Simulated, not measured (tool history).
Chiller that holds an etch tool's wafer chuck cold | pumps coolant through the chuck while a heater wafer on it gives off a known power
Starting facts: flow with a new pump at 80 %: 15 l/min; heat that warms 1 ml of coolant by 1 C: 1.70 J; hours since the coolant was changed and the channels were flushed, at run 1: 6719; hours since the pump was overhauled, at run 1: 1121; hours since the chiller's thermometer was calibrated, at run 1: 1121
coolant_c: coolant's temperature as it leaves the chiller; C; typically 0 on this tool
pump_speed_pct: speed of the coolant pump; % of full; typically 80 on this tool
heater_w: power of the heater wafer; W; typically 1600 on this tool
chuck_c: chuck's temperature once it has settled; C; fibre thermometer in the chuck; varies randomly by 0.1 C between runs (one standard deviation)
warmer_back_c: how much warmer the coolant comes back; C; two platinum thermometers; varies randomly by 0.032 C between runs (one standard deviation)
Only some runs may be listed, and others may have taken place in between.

run    hour  coolant_c  pump_speed_pct  heater_w  hours since the coolant was changed and the channels were flushed  hours since the pump was overhauled  hours since the chiller's thermometer was calibrated  chuck_c  warmer_back_c
  1     0.0          0              80      1600                                                               6719                                 1121                                                  1121     17.7           3.80
  2   159.2          0              80      1600                                                               6878                                 1281                                                  1281     17.9           3.81
  3   320.1          0              80      1600                                                               7039                                 1441                                                  1441     18.1           3.81
  4   451.7          0              80      1600                                                               7170                                 1573                                                  1573     17.9           3.76
  5   585.3          0              80      1600                                                               7304                                 1707                                                  1707     18.1           3.80
  6   666.9          0              80      1600                                                               7386                                 1788                                                  1788     18.2           3.89
      703.8  -- coolant changed, channels flushed
  7   774.8          0              91      1600                                                                 71                                 1890                                                  1890     13.9           3.33
  8   858.5          0              91      1600                                                                155                                 1974                                                  1974     13.9           3.37
  9   946.7          0              91      1600                                                                243                                 2062                                                  2062     13.9           3.32
 10  1066.3          0              91      1600                                                                363                                 2182                                                  2182     13.8           3.31
 11  1157.2          0              80      1600                                                                453                                 2273                                                  2273     15.7           3.86
 12  1240.2          0              80      1600                                                                536                                 2356                                                  2356     15.6           3.90
 13  1386.8          0              80       823                                                                683                                 2502                                                  2502      8.3           2.04
 14  1512.7          0              80       823                                                                809                                 2628                                                  2628      8.3           2.04
 15  1670.9          0              80       823                                                                967                                 2786                                                  2786      8.2           2.12
 16  1828.3          2              80       823                                                               1124                                 2944                                                  2944     10.3           2.01
 17  1960.6          2              80       823                                                               1257                                 3076                                                  3076     10.3           1.99
     2041.2  -- chiller's thermometer calibrated
 18  2099.5          7              70      1347                                                               1395                                 3214                                                    58     22.1           3.82
 19  2188.9          1             100      1766                                                               1484                                 3303                                                   148     15.7           3.39
 20  2279.6          8              66      2149                                                               1575                                 3394                                                   238     33.6           6.58
 21  2419.3          0              88      1600                                                               1714                                 3534                                                   378     15.0           3.56
 22  2504.2          0              87       964                                                               1799                                 3619                                                   463      9.3           2.14
 23  2660.8          0              80      1029                                                               1956                                 3775                                                   620     10.6           2.56
 24  2774.1          2              63      1190                                                               2069                                 3888                                                   733     17.0           3.84
 25  2864.5          7              83      1131                                                               2160                                 3979                                                   823     18.3           2.72
 26  2988.6          7              83      1131                                                               2284                                 4103                                                   947     18.4           2.73
 27  3117.2          7              83      1131                                                               2412                                 4232                                                  1076     18.4           2.76
 28  3201.9          3              80      1600                                                               2497                                 4316                                                  1161     20.0           3.99
 29  3334.1          0              80      1542                                                               2629                                 4448                                                  1293     16.1           3.86
 30  3417.8          1              82      1125                                                               2713                                 4532                                                  1377     12.6           2.74
 31  3488.0          0              75      1105                                                               2783                                 4602                                                  1447     12.3           3.02
 32  3576.5          0              75      1105                                                               2872                                 4691                                                  1535     12.3           2.94
 33  3675.1          3              80      1607                                                               2970                                 4789                                                  1634     20.1           4.03

Results per run with the tool's hidden condition removed, run-to-run variation unchanged:
Unlogged tool condition in this case: heat passed by the chuck's channels, % of clean ones'; flow at a given pump speed, % of a new pump's; coolant's true temperature over the reading, C; drift of the gauge itself on chuck_c, C; drift of the gauge itself on warmer_back_c, C.
run  chuck_c  warmer_back_c
  1     15.0           3.76
  2     15.0           3.75
  3     15.2           3.74
  4     14.9           3.68
  5     15.0           3.72
  6     15.1           3.80
  7     13.5           3.25
  8     13.5           3.29
  9     13.4           3.23
 10     13.2           3.21
 11     15.0           3.75
 12     14.8           3.77
 13      7.8           1.97
 14      7.8           1.97
 15      7.6           2.04
 16      9.7           1.93
 17      9.6           1.90
 18     21.0           3.65
 19     14.7           3.24
 20     31.8           6.27
 21     13.8           3.39
 22      8.5           2.03
 23      9.6           2.43
 24     15.6           3.63
 25     17.2           2.57
 26     17.3           2.57
 27     17.2           2.60
 28     18.2           3.75
 29     14.3           3.62
 30     11.2           2.57
 31     10.8           2.82
 32     10.8           2.75
 33     18.0           3.75
